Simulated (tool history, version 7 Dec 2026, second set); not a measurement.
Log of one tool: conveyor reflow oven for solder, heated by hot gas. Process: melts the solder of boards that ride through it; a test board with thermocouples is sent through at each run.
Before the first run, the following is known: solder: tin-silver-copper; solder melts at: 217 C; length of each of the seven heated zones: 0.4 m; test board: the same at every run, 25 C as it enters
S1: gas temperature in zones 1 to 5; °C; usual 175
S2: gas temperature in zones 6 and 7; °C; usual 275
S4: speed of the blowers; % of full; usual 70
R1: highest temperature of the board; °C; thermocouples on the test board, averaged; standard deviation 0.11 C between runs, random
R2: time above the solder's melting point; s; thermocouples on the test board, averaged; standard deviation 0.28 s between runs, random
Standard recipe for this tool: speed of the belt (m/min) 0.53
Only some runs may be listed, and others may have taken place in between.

{"run": 1, "hour": 0.0, "S1": 175, "S2": 275, "speed of the belt (m/min)": 0.53, "S4": 70, "R1": 260.4, "R2": 75.2}
{"run": 2, "hour": 10.8, "S1": 175, "S2": 275, "speed of the belt (m/min)": 0.53, "S4": 59, "R1": 256.9, "R2": 71.7}
{"run": 3, "hour": 22.1, "S1": 175, "S2": 275, "speed of the belt (m/min)": 0.53, "S4": 51, "R1": 254, "R2": 68.3}
{"run": 4, "hour": 28.3, "S1": 175, "S2": 275, "speed of the belt (m/min)": 0.53, "S4": 51, "R1": 253.7, "R2": 68.6}
{"run": 5, "hour": 33.7, "S1": 164, "S2": 275, "speed of the belt (m/min)": 0.53, "S4": 70, "R1": 258.4, "R2": 69.2}
{"run": 6, "hour": 42.6, "S1": 164, "S2": 275, "speed of the belt (m/min)": 0.53, "S4": 70, "R1": 258.4, "R2": 69.6}
{"run": 7, "hour": 51.2, "S1": 175, "S2": 275, "speed of the belt (m/min)": 0.53, "S4": 70, "R1": 260.1, "R2": 75.2}
{"run": 8, "hour": 56.7, "S1": 175, "S2": 282, "speed of the belt (m/min)": 0.53, "S4": 70, "R1": 266.3, "R2": 78.9}
{"run": 9, "hour": 69.4, "S1": 175, "S2": 282, "speed of the belt (m/min)": 0.53, "S4": 70, "R1": 266.2, "R2": 78.8}
{"run": 10, "hour": 75.2, "S1": 175, "S2": 275, "speed of the belt (m/min)": 0.53, "S4": 70, "R1": 260, "R2": 74.4}
{"run": 11, "hour": 87.4, "S1": 175, "S2": 275, "speed of the belt (m/min)": 0.53, "S4": 70, "R1": 259.7, "R2": 74.9}
{"run": 12, "hour": 93.7, "S1": 175, "S2": 275, "speed of the belt (m/min)": 0.53, "S4": 70, "R1": 259.9, "R2": 75.1}
{"run": 13, "hour": 100.7, "S1": 180, "S2": 275, "speed of the belt (m/min)": 0.53, "S4": 70, "R1": 260.7, "R2": 77.5}
{"run": 14, "hour": 106.1, "S1": 175, "S2": 275, "speed of the belt (m/min)": 0.53, "S4": 53, "R1": 254.3, "R2": 69.6}
{"run": 15, "hour": 115.3, "S1": 163, "S2": 270, "speed of the belt (m/min)": 0.527, "S4": 72, "R1": 254.2, "R2": 66.3}
{"run": 16, "hour": 121.6, "S1": 163, "S2": 270, "speed of the belt (m/min)": 0.527, "S4": 72, "R1": 254.4, "R2": 66.7}
{"hour": 128.6, "done": "flux residue cleaned out of gas plates and filters"}
{"run": 17, "hour": 132.3, "S1": 175, "S2": 275, "speed of the belt (m/min)": 0.532, "S4": 90, "R1": 264.8, "R2": 78.5}
{"run": 18, "hour": 145.4, "S1": 184, "S2": 275, "speed of the belt (m/min)": 0.428, "S4": 90, "R1": 269.6, "R2": 105.9}
{"run": 19, "hour": 155.5, "S1": 184, "S2": 275, "speed of the belt (m/min)": 0.428, "S4": 90, "R1": 269.6, "R2": 105.9}
{"run": 20, "hour": 163.4, "S1": 164, "S2": 282, "speed of the belt (m/min)": 0.425, "S4": 70, "R1": 271.8, "R2": 98.8}
{"run": 21, "hour": 171.1, "S1": 164, "S2": 282, "speed of the belt (m/min)": 0.425, "S4": 70, "R1": 271.9, "R2": 99}
{"run": 22, "hour": 181.1, "S1": 189, "S2": 275, "speed of the belt (m/min)": 0.528, "S4": 70, "R1": 262.5, "R2": 83.2}
{"run": 23, "hour": 187.5, "S1": 177, "S2": 275, "speed of the belt (m/min)": 0.528, "S4": 70, "R1": 261, "R2": 76.7}
{"run": 24, "hour": 196.1, "S1": 177, "S2": 269, "speed of the belt (m/min)": 0.543, "S4": 59, "R1": 251.8, "R2": 66.8}
{"run": 25, "hour": 207.2, "S1": 177, "S2": 269, "speed of the belt (m/min)": 0.543, "S4": 59, "R1": 251.7, "R2": 67.3}
{"run": 26, "hour": 219.4, "S1": 190, "S2": 279, "speed of the belt (m/min)": 0.421, "S4": 59, "R1": 269.3, "R2": 110.4}

Predict each of these 3 candidate next runs independently; none follows another, all start after run 26:
{"run": "A", "hour": 225.5, "S1": 175, "S2": 275, "speed of the belt (m/min)": 0.53, "S4": 55, "R1": "?", "R2": "?"}
{"run": "B", "hour": 225.5, "S1": 190, "S2": 271, "speed of the belt (m/min)": 0.588, "S4": 67, "R1": "?", "R2": "?"}
{"run": "C", "hour": 225.5, "S1": 164, "S2": 278, "speed of the belt (m/min)": 0.431, "S4": 70, "R1": "?", "R2": "?"}

run=A R1=255.9 R2=71.2
run=B R1=255.6 R2=70.8
run=C R1=267.6 R2=94.8
What these runs would have given with no unlogged condition in the tool:
run=A R1=256.5 R2=71
run=B R1=256.3 R2=70.6
run=C R1=268.4 R2=94.4
